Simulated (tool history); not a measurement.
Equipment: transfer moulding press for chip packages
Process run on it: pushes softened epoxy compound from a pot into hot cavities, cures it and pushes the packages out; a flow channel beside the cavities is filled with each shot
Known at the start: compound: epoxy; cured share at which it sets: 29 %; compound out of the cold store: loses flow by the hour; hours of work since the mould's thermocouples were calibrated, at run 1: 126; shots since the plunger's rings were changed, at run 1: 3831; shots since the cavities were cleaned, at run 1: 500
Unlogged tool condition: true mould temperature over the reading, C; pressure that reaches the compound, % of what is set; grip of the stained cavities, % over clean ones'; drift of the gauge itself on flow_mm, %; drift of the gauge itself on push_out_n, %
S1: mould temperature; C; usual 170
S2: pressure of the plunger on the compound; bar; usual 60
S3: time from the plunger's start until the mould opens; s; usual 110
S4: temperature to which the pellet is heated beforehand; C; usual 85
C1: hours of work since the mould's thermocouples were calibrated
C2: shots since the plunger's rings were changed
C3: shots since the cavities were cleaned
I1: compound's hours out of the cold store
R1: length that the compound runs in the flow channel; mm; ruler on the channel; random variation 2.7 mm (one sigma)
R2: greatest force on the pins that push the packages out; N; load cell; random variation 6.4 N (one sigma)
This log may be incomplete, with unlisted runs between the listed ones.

run    hour   S1    S2   S3  S4   C1    C2    C3    I1    R1   R2
  1       0  170    60  110  85  126  3831   500  18.7   985  254
       67.7  -- cavities cleaned with cleaning compound and waxed
  2    83.9  170    60  110  85  164  4514   134  36.5   901  235
  3   133.2  170    60  110  85  186  4923   543  38.7   890  244
  4   191.2  170    60  110  85  212  5404  1024  34.5   909  247
        198  -- cavities cleaned with cleaning compound and waxed
        230  -- plunger's sealing rings changed
  5   274.2  170    60  110  85  248   367   611  33.8   910  259
  6   317.8  170    60  110  85  268   729   973  10.4  1033  262
      327.8  -- cavities cleaned with cleaning compound and waxed
  7   389.4  175    60  110  85  300  1310   511  25.4   937  196
  8   448.9  175    60  110  85  327  1803  1004  30.8   912  200
      455.7  -- cavities cleaned with cleaning compound and waxed
  9     492  171    60  110  85  346  2148   301  32.9   914  231
 10   576.2  171    60  110  85  384  2846   999  27.1   939  230
      583.2  -- cavities cleaned with cleaning compound and waxed
 11   635.7  171    60  110  85  410  3327   435    33   910  227
 12   683.7  174    60  110  85  432  3725   833   9.2  1023  220
      710.3  -- cavities cleaned with cleaning compound and waxed
 13   731.7  170    60  110  85  453  4111   178  28.4   941  254
 14     772  170  61.2  110  85  472  4445   512  34.3   915  251
      843.1  -- cavities cleaned with cleaning compound and waxed
 15     864  170  61.2  110  85  513  5196   174   9.1  1052  263
 16   916.5  170  61.2  110  87  537  5631   609  44.6   868  243
      927.1  -- plunger's sealing rings changed
      976.7  -- cavities cleaned with cleaning compound and waxed
 17  1006.4  170    60  110  82  576   646   247  40.2   887  244
 18  1082.3  170    60  106  86  610  1275   876  39.9   881  252
     1107.3  -- cavities cleaned with cleaning compound and waxed
 19  1123.2  170  59.1  106  89  628  1602   132  15.1  1000  278
 20  1167.1  170    60  110  88  648  1966   496  24.2   959  263
     1235.2  -- cavities cleaned with cleaning compound and waxed
 21  1236.7  170    60  110  88  679  2530    12  25.8   945  236
 22  1309.2  170  48.9   98  85  712  3132   614     9   932  340
     1323.3  -- mould's thermocouples calibrated
     1364.8  -- cavities cleaned with cleaning compound and waxed
 23  1364.8  170  48.9   98  85   18  3564     0  42.2   789  307
 24  1419.6  170  66.6   98  85   43  4018   454  15.2  1058  327
 25  1483.8  170  66.6   98  85   72  4550   986  11.7  1077  336
     1493.1  -- cavities cleaned with cleaning compound and waxed
 26  1567.1  166  60.8  122  93  109  5228   613  24.8   975  268
     1620.7  -- cavities cleaned with cleaning compound and waxed
 27  1621.4  174    60  110  85  133  5666     6  14.4   996  203

4 ways to go on from here, each from the tool as it stands after run 27. What would each give?
     1629.8  -- plunger's sealing rings changed
  A  1680.7  170    60  101  87  159  422  477    43   ?   ?
     1629.8  -- plunger's sealing rings changed
  B  1680.7  171    60  110  79  159  422  477  13.9   ?   ?
     1629.8  -- plunger's sealing rings changed
  C  1680.7  174  46.9  145  77  159  422  477  22.8   ?   ?
     1629.8  -- plunger's sealing rings changed
  D  1680.7  175  71.5  110  85  159  422  477  37.1   ?   ?

run    R1   R2
  A   873  284
  B  1009  244
  C   846  176
  D   961  205
Stripped of hidden state, with their random variation kept, the same runs would have yielded:
run    R1   R2
  A   873  282
  B  1010  243
  C   846  175
  D   961  204
